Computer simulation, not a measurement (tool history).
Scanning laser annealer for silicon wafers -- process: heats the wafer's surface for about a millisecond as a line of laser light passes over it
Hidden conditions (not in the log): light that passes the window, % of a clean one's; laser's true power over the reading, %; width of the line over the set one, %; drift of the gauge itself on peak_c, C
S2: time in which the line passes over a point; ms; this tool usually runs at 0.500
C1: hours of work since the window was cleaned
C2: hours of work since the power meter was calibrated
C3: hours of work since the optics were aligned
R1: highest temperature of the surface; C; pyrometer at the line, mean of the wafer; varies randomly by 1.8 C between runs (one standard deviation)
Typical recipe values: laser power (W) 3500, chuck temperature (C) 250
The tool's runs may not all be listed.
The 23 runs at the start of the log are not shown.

{"hour": 672.3, "done": "laser's power meter calibrated, once more"}
{"run": 24, "hour": 677.9, "laser power (W)": 3600, "S2": 0.477, "chuck temperature (C)": 254, "C1": 142, "C2": 3, "C3": 602, "R1": 968}
{"run": 25, "hour": 703.7, "laser power (W)": 3175, "S2": 0.499, "chuck temperature (C)": 257, "C1": 154, "C2": 15, "C3": 615, "R1": 894}
{"run": 26, "hour": 734.7, "laser power (W)": 3175, "S2": 0.499, "chuck temperature (C)": 257, "C1": 169, "C2": 30, "C3": 629, "R1": 891}
{"run": 27, "hour": 775.4, "laser power (W)": 3117, "S2": 0.424, "chuck temperature (C)": 260, "C1": 188, "C2": 49, "C3": 648, "R1": 834}
{"run": 28, "hour": 792.5, "laser power (W)": 3117, "S2": 0.424, "chuck temperature (C)": 260, "C1": 196, "C2": 57, "C3": 657, "R1": 828}
{"run": 29, "hour": 824.6, "laser power (W)": 3117, "S2": 0.424, "chuck temperature (C)": 260, "C1": 211, "C2": 72, "C3": 672, "R1": 833}
{"run": 30, "hour": 850.5, "laser power (W)": 3171, "S2": 0.424, "chuck temperature (C)": 260, "C1": 224, "C2": 84, "C3": 684, "R1": 843}
{"run": 31, "hour": 889.2, "laser power (W)": 3171, "S2": 0.424, "chuck temperature (C)": 260, "C1": 242, "C2": 103, "C3": 702, "R1": 835}
{"run": 32, "hour": 927.7, "laser power (W)": 3171, "S2": 0.424, "chuck temperature (C)": 260, "C1": 260, "C2": 121, "C3": 721, "R1": 835}
{"run": 33, "hour": 958.7, "laser power (W)": 3171, "S2": 0.424, "chuck temperature (C)": 260, "C1": 275, "C2": 136, "C3": 735, "R1": 837}
{"run": 34, "hour": 995.5, "laser power (W)": 3648, "S2": 0.39, "chuck temperature (C)": 214, "C1": 292, "C2": 153, "C3": 753, "R1": 851}
{"run": 35, "hour": 1022.3, "laser power (W)": 3660, "S2": 0.451, "chuck temperature (C)": 226, "C1": 305, "C2": 166, "C3": 765, "R1": 915}
{"run": 36, "hour": 1049.2, "laser power (W)": 3774, "S2": 0.491, "chuck temperature (C)": 250, "C1": 318, "C2": 179, "C3": 778, "R1": 988}
{"run": 37, "hour": 1066.0, "laser power (W)": 3572, "S2": 0.435, "chuck temperature (C)": 246, "C1": 326, "C2": 187, "C3": 786, "R1": 899}
{"run": 38, "hour": 1100.4, "laser power (W)": 3500, "S2": 0.5, "chuck temperature (C)": 250, "C1": 342, "C2": 203, "C3": 802, "R1": 936}
{"hour": 1111.3, "done": "window over the wafer cleaned"}
{"run": 39, "hour": 1138.7, "laser power (W)": 3500, "S2": 0.5, "chuck temperature (C)": 250, "C1": 13, "C2": 220, "C3": 820, "R1": 967}
{"run": 40, "hour": 1176.2, "laser power (W)": 3266, "S2": 0.529, "chuck temperature (C)": 264, "C1": 31, "C2": 238, "C3": 837, "R1": 944}
{"run": 41, "hour": 1209.7, "laser power (W)": 3266, "S2": 0.529, "chuck temperature (C)": 264, "C1": 47, "C2": 254, "C3": 853, "R1": 945}

4 options for the next run, each taken on its own from the tool as it stands now. Forecast them:
{"run": "A", "hour": 1227.8, "laser power (W)": 3148, "S2": 0.502, "chuck temperature (C)": 264, "C1": 55, "C2": 262, "C3": 862, "R1": "?"}
{"run": "B", "hour": 1227.8, "laser power (W)": 3266, "S2": 0.397, "chuck temperature (C)": 268, "C1": 55, "C2": 262, "C3": 862, "R1": "?"}
{"run": "C", "hour": 1227.8, "laser power (W)": 3580, "S2": 0.5, "chuck temperature (C)": 285, "C1": 55, "C2": 262, "C3": 862, "R1": "?"}
{"run": "D", "hour": 1227.8, "laser power (W)": 3810, "S2": 0.529, "chuck temperature (C)": 221, "C1": 55, "C2": 262, "C3": 862, "R1": "?"}

run=A R1=899
run=B R1=860
run=C R1=1013
run=D R1=1023
What these runs would have given with no unlogged condition in the tool:
run=A R1=918
run=B R1=877
run=C R1=1035
run=D R1=1047
